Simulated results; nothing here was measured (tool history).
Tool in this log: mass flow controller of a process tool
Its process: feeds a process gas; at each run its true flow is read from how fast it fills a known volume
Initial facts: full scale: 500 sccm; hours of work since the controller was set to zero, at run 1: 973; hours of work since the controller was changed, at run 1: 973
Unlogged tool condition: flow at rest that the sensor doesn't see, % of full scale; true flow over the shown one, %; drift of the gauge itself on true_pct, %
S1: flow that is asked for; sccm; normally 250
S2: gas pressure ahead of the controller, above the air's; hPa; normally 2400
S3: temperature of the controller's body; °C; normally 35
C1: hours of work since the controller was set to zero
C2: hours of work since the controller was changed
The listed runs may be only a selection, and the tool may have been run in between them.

Run 1, hour 0: usual settings; C1 973; C2 973. Result: true flow (%) 98.35.
Run 2, hour 45.7: usual settings; C1 999; C2 999. Result: true flow (%) 98.26.
Run 3, hour 110.2: usual settings; C1 1036; C2 1036. Result: true flow (%) 98.17.
Run 4, hour 171.7: usual settings; C1 1071; C2 1071. Result: true flow (%) 97.95.
Run 5, hour 241.8: usual settings but S2 2740 hPa; C1 1111; C2 1111. Result: true flow (%) 98.08.
Run 6, hour 282.7: usual settings but S2 2740 hPa; C1 1134; C2 1134. Result: true flow (%) 98.17.
Run 7, hour 364.8: usual settings but S2 2740 hPa; C1 1181; C2 1181. Result: true flow (%) 97.93.
Run 8, hour 461.5: usual settings but S2 2740 hPa; C1 1237; C2 1237. Result: true flow (%) 97.96.
Run 9, hour 501.5: usual settings but S2 2740 hPa; C1 1260; C2 1260. Result: true flow (%) 97.92.
Run 10, hour 598.1: usual settings; C1 1315; C2 1315. Result: true flow (%) 97.63.
Run 11, hour 639.9: usual settings; C1 1339; C2 1339. Result: true flow (%) 97.53.
Run 12, hour 734.3: usual settings; C1 1393; C2 1393. Result: true flow (%) 97.38.
Run 13, hour 801.7: usual settings; C1 1431; C2 1431. Result: true flow (%) 97.19.
Run 14, hour 866.6: usual settings; C1 1468; C2 1468. Result: true flow (%) 97.15.
Run 15, hour 938.6: usual settings; C1 1510; C2 1510. Result: true flow (%) 97.02.
Run 16, hour 1025.3: usual settings; C1 1559; C2 1559. Result: true flow (%) 96.92.
Run 17, hour 1070.6: usual settings but S2 1830 hPa; C1 1585; C2 1585. Result: true flow (%) 96.61.
Run 18, hour 1152: usual settings; C1 1632; C2 1632. Result: true flow (%) 96.69.
Run 19, hour 1199.4: usual settings; C1 1659; C2 1659. Result: true flow (%) 96.71.
Run 20, hour 1266.9: usual settings; C1 1697; C2 1697. Result: true flow (%) 96.64.
Run 21, hour 1362.2: usual settings; C1 1752; C2 1752. Result: true flow (%) 96.36.
Run 22, hour 1429.7: usual settings but S1 69 sccm; C1 1791; C2 1791. Result: true flow (%) 95.29.
Run 23, hour 1517.2: usual settings but S1 69 sccm; C1 1841; C2 1841. Result: true flow (%) 95.18.
Run 24, hour 1605.8: usual settings but S1 69 sccm; C1 1891; C2 1891. Result: true flow (%) 95.01.
At hour 1661.1: gauge calibrated.
Run 25, hour 1704.2: usual settings but S1 69 sccm; C1 1948; C2 1948. Result: true flow (%) 97.15.
Run 26, hour 1789: usual settings but S1 130 sccm, S2 1500 hPa; C1 1996; C2 1996. Result: true flow (%) 96.75.
Run 27, hour 1832: usual settings but S2 2790 hPa, S3 20 °C; C1 2021; C2 2021. Result: true flow (%) 98.99.
Run 28, hour 1898.7: usual settings but S1 54 sccm, S3 21 °C; C1 2059; C2 2059. Result: true flow (%) 97.24.
Run 29, hour 1968.4: usual settings but S1 360 sccm, S3 36 °C; C1 2099; C2 2099. Result: true flow (%) 98.64.
Run 30, hour 2028: usual settings but S1 360 sccm, S3 22 °C; C1 2133; C2 2133. Result: true flow (%) 99.02.
Run 31, hour 2088.1: usual settings but S1 335 sccm, S2 1420 hPa, S3 23 °C; C1 2167; C2 2167. Result: true flow (%) 98.06.
Run 32, hour 2154.1: usual settings but S1 335 sccm, S2 1420 hPa, S3 23 °C; C1 2205; C2 2205. Result: true flow (%) 98.01.
Run 33, hour 2248.4: usual settings but S1 207 sccm, S2 2420 hPa, S3 21 °C; C1 2259; C2 2259. Result: true flow (%) 97.86.
Run 34, hour 2318.4: usual settings but S2 1900 hPa; C1 2299; C2 2299. Result: true flow (%) 97.02.
Run 35, hour 2365: usual settings but S1 100 sccm, S2 1860 hPa; C1 2326; C2 2326. Result: true flow (%) 95.92.
Run 36, hour 2458.8: usual settings but S1 246 sccm, S2 2000 hPa, S3 23 °C; C1 2379; C2 2379. Result: true flow (%) 97.41.
Run 37, hour 2501: usual settings but S1 81 sccm, S2 2730 hPa; C1 2404; C2 2404. Result: true flow (%) 96.28.
Run 38, hour 2581.1: usual settings but S1 313 sccm, S3 20 °C; C1 2449; C2 2449. Result: true flow (%) 98.07.
Run 39, hour 2668.9: usual settings but S1 313 sccm, S3 20 °C; C1 2500; C2 2500. Result: true flow (%) 98.09.
Run 40, hour 2759.5: usual settings but S1 458 sccm, S3 21 °C; C1 2551; C2 2551. Result: true flow (%) 98.57.
Run 41, hour 2835: usual settings but S1 458 sccm, S3 21 °C; C1 2595; C2 2595. Result: true flow (%) 98.59.
Run 42, hour 2910.5: usual settings but S1 207 sccm, S2 2060 hPa; C1 2638; C2 2638. Result: true flow (%) 96.04.
Run 43, hour 2982.3: usual settings but S1 56 sccm, S2 2560 hPa, S3 26 °C; C1 2679; C2 2679. Result: true flow (%) 95.74.
Run 44, hour 3059: usual settings but S1 208 sccm, S3 27 °C; C1 2723; C2 2723. Result: true flow (%) 96.38.
Run 45, hour 3116.4: usual settings but S1 61 sccm, S2 1550 hPa, S3 29 °C; C1 2756; C2 2756. Result: true flow (%) 94.95.
Run 46, hour 3175.3: usual settings but S1 426 sccm, S2 2490 hPa, S3 33 °C; C1 2789; C2 2789. Result: true flow (%) 97.47.
Run 47, hour 3274.4: usual settings but S1 155 sccm, S2 2570 hPa, S3 30 °C; C1 2846; C2 2846. Result: true flow (%) 95.77.
Run 48, hour 3358: usual settings but S3 38 °C; C1 2894; C2 2894. Result: true flow (%) 95.8.

Hidden state at the last listed run before each entry between runs and at the first one after, where it differs:
Between runs 24 and 25: gauge calibrated (hour 1661.1)
  drift of the gauge itself on true_pct, %: -2.25 -> -0.06
  measured result minus the result with no hidden state, true flow (%): -2.19 -> -0.07

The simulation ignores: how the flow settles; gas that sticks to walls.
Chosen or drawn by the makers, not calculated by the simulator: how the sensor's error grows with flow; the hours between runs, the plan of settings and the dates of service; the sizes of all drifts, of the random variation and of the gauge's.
